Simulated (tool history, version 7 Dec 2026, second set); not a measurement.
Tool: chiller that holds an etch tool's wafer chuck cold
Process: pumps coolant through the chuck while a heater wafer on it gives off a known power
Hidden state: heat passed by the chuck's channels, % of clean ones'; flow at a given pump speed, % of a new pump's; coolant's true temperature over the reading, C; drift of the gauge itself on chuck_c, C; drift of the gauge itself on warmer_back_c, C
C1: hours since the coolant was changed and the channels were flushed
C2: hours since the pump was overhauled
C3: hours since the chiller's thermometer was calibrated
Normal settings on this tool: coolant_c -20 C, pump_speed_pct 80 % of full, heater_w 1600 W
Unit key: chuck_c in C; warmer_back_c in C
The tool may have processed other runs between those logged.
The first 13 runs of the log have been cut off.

{"run": 14, "day": 56.479, "coolant_c": -21, "pump_speed_pct": 80, "heater_w": 1600, "C1": 5413, "C2": 4283, "C3": 995, "chuck_c": -9.5, "warmer_back_c": 4.6}
{"run": 15, "day": 60.512, "coolant_c": -21, "pump_speed_pct": 80, "heater_w": 1600, "C1": 5509, "C2": 4380, "C3": 1092, "chuck_c": -9.5, "warmer_back_c": 4.65}
{"run": 16, "day": 66.358, "coolant_c": -21, "pump_speed_pct": 80, "heater_w": 1600, "C1": 5650, "C2": 4520, "C3": 1232, "chuck_c": -9.5, "warmer_back_c": 4.66}
{"run": 17, "day": 70.825, "coolant_c": -20, "pump_speed_pct": 80, "heater_w": 1600, "C1": 5757, "C2": 4627, "C3": 1339, "chuck_c": -8.3, "warmer_back_c": 4.6}
{"run": 18, "day": 76.275, "coolant_c": -20, "pump_speed_pct": 78, "heater_w": 1614, "C1": 5888, "C2": 4758, "C3": 1470, "chuck_c": -8, "warmer_back_c": 4.89}
{"run": 19, "day": 79.342, "coolant_c": -26, "pump_speed_pct": 94, "heater_w": 1225, "C1": 5961, "C2": 4831, "C3": 1543, "chuck_c": -18, "warmer_back_c": 3}
{"run": 20, "day": 82.55, "coolant_c": -26, "pump_speed_pct": 94, "heater_w": 1225, "C1": 6038, "C2": 4909, "C3": 1621, "chuck_c": -17.6, "warmer_back_c": 3.02}
{"run": 21, "day": 88.538, "coolant_c": -26, "pump_speed_pct": 94, "heater_w": 1225, "C1": 6182, "C2": 5052, "C3": 1764, "chuck_c": -18, "warmer_back_c": 3.04}
{"run": 22, "day": 92.183, "coolant_c": -26, "pump_speed_pct": 94, "heater_w": 1225, "C1": 6270, "C2": 5140, "C3": 1852, "chuck_c": -18.1, "warmer_back_c": 3.04}
{"run": 23, "day": 97.433, "coolant_c": -20, "pump_speed_pct": 70, "heater_w": 2312, "C1": 6395, "C2": 5266, "C3": 1978, "chuck_c": -1.5, "warmer_back_c": 7.75}
{"day": 101.354, "done": "chiller's thermometer calibrated"}
{"run": 24, "day": 103.025, "coolant_c": -20, "pump_speed_pct": 70, "heater_w": 2312, "C1": 6529, "C2": 5399, "C3": 40, "chuck_c": -1.3, "warmer_back_c": 7.8}
{"run": 25, "day": 107.212, "coolant_c": -18, "pump_speed_pct": 64, "heater_w": 1984, "C1": 6629, "C2": 5499, "C3": 141, "chuck_c": -0.9, "warmer_back_c": 7.34}
{"run": 26, "day": 113.204, "coolant_c": -21, "pump_speed_pct": 64, "heater_w": 1197, "C1": 6773, "C2": 5643, "C3": 284, "chuck_c": -10.6, "warmer_back_c": 4.44}
{"run": 27, "day": 117.783, "coolant_c": -19, "pump_speed_pct": 86, "heater_w": 867, "C1": 6883, "C2": 5753, "C3": 394, "chuck_c": -12.8, "warmer_back_c": 2.42}
{"run": 28, "day": 121.933, "coolant_c": -19, "pump_speed_pct": 86, "heater_w": 867, "C1": 6982, "C2": 5853, "C3": 494, "chuck_c": -12.9, "warmer_back_c": 2.35}
{"run": 29, "day": 126.429, "coolant_c": -20, "pump_speed_pct": 63, "heater_w": 1083, "C1": 7090, "C2": 5961, "C3": 602, "chuck_c": -10.6, "warmer_back_c": 4.14}
{"run": 30, "day": 128.962, "coolant_c": -14, "pump_speed_pct": 68, "heater_w": 879, "C1": 7151, "C2": 6021, "C3": 663, "chuck_c": -6.7, "warmer_back_c": 3.08}
{"run": 31, "day": 133.233, "coolant_c": -15, "pump_speed_pct": 73, "heater_w": 1600, "C1": 7254, "C2": 6124, "C3": 765, "chuck_c": -2.1, "warmer_back_c": 5.2}

Run 32 is up next; what results do you expect?
{"run": 32, "day": 136.125, "coolant_c": -23, "pump_speed_pct": 93, "heater_w": 918, "C1": 7323, "C2": 6193, "C3": 835, "chuck_c": "?", "warmer_back_c": "?"}

Logged for run 32: chuck_c -16.8 C, warmer_back_c 2.32 C.
On a tool with no hidden condition, and with the same random variation, this run would have come out at chuck_c -17.6 C, warmer_back_c 2.15 C.
